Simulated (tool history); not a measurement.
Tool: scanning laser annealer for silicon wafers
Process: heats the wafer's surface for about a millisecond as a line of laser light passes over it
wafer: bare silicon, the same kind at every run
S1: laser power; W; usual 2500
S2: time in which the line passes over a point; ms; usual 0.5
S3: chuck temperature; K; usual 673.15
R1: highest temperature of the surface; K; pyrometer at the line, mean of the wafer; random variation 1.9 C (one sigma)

run 1 hour=0 | S1=2500 S2=0.5 S3=673.15 | R1=1383.15
run 2 hour=22.6 | S1=2297 S2=0.5 S3=673.15 | R1=1331.15
run 3 hour=36.2 | S1=2306 S2=0.5 S3=673.15 | R1=1331.15
run 4 hour=53.3 | S1=2500 S2=0.5 S3=696.15 | R1=1408.15
run 5 hour=68.9 | S1=2500 S2=0.5 S3=696.15 | R1=1410.15
run 6 hour=89.8 | S1=2500 S2=0.5 S3=704.15 | R1=1419.15
run 7 hour=104.1 | S1=2500 S2=0.5 S3=704.15 | R1=1415.15
run 8 hour=124.1 | S1=2500 S2=0.476 S3=673.15 | R1=1364.15
run 9 hour=138.5 | S1=2626 S2=0.476 S3=673.15 | R1=1398.15
run 10 hour=153.4 | S1=2500 S2=0.5 S3=665.15 | R1=1372.15
run 11 hour=166.2 | S1=2500 S2=0.5 S3=665.15 | R1=1377.15
run 12 hour=183.6 | S1=2500 S2=0.5 S3=665.15 | R1=1375.15
run 13 hour=194.9 | S1=2500 S2=0.5 S3=665.15 | R1=1378.15
run 14 hour=205.2 | S1=2500 S2=0.5 S3=673.15 | R1=1381.15
run 15 hour=215.7 | S1=2500 S2=0.5 S3=673.15 | R1=1384.15
run 16 hour=233.3 | S1=2500 S2=0.5 S3=673.15 | R1=1378.15
run 17 hour=258.9 | S1=2500 S2=0.5 S3=673.15 | R1=1382.15
run 18 hour=272.5 | S1=2500 S2=0.5 S3=673.15 | R1=1378.15
run 19 hour=294.5 | S1=2500 S2=0.5 S3=673.15 | R1=1380.15
run 20 hour=306.2 | S1=2500 S2=0.5 S3=673.15 | R1=1384.15
run 21 hour=316.5 | S1=2500 S2=0.5 S3=673.15 | R1=1379.15
run 22 hour=328.3 | S1=2500 S2=0.5 S3=673.15 | R1=1382.15
run 23 hour=353.8 | S1=2500 S2=0.5 S3=673.15 | R1=1379.15
run 24 hour=374.2 | S1=2738 S2=0.582 S3=673.15 | R1=1515.15
run 25 hour=397.4 | S1=2738 S2=0.582 S3=673.15 | R1=1515.15
run 26 hour=415.7 | S1=2323 S2=0.582 S3=707.15 | R1=1426.15
run 27 hour=439 | S1=2323 S2=0.582 S3=707.15 | R1=1425.15
run 28 hour=449.6 | S1=2210 S2=0.461 S3=707.15 | R1=1302.15
run 29 hour=461.7 | S1=2269 S2=0.522 S3=673.15 | R1=1328.15
run 30 hour=482.6 | S1=2269 S2=0.522 S3=673.15 | R1=1326.15
run 31 hour=502.2 | S1=2637 S2=0.569 S3=673.15 | R1=1471.15
run 32 hour=527.7 | S1=2637 S2=0.569 S3=673.15 | R1=1470.15
run 33 hour=548.8 | S1=2588 S2=0.589 S3=673.15 | R1=1471.15

The next listed run, before its measurement:
-- hour=576.1 window over the wafer cleaned
run 34 hour=576.1 | S1=2237 S2=0.5 S3=679.15 | R1=?

R1: 1323.15 K
Without the tool's hidden state the same run would have given R1 1332.15 K.
